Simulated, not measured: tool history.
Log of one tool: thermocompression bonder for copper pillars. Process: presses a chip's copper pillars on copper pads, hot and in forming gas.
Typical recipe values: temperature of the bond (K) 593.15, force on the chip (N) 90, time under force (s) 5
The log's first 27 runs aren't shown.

run	hour	temperature of the bond (K)	force on the chip (N)	time under force (s)	force that shears a chip off (N)
28	1087.2	593.15	90	3	41
29	1111.4	593.15	90	3	40.4
30	1157.9	615.15	57	3	32.5
31	1203.1	615.15	57	3	33.2
32	1229.8	615.15	57	3	33.1
# hour 1271.8: forming gas filter changed
33	1273.6	570.15	73	5	29.2
34	1306.6	589.15	106	15	82.2
35	1355.1	593.15	90	4	46.1
36	1400.4	593.15	58	15	48.7
37	1431.5	593.15	58	15	49.2
38	1477.1	593.15	93	5	51.8
39	1529.3	593.15	93	5	52

5 options for the next run, each taken on its own from the tool as it stands now. Forecast them:
A	1555.4	580.15	126	6	?
B	1555.4	593.15	57	5	?
C	1555.4	593.15	93	5	?
D	1555.4	593.15	119	10	?
E	1555.4	593.15	90	15	?

run	force that shears a chip off (N)
A	60.4
B	30.7
C	50.4
D	79.8
E	71.7
What these runs would have given with no unlogged condition in the tool:
run	force that shears a chip off (N)
A	65.5
B	33.6
C	54.9
D	85.4
E	77
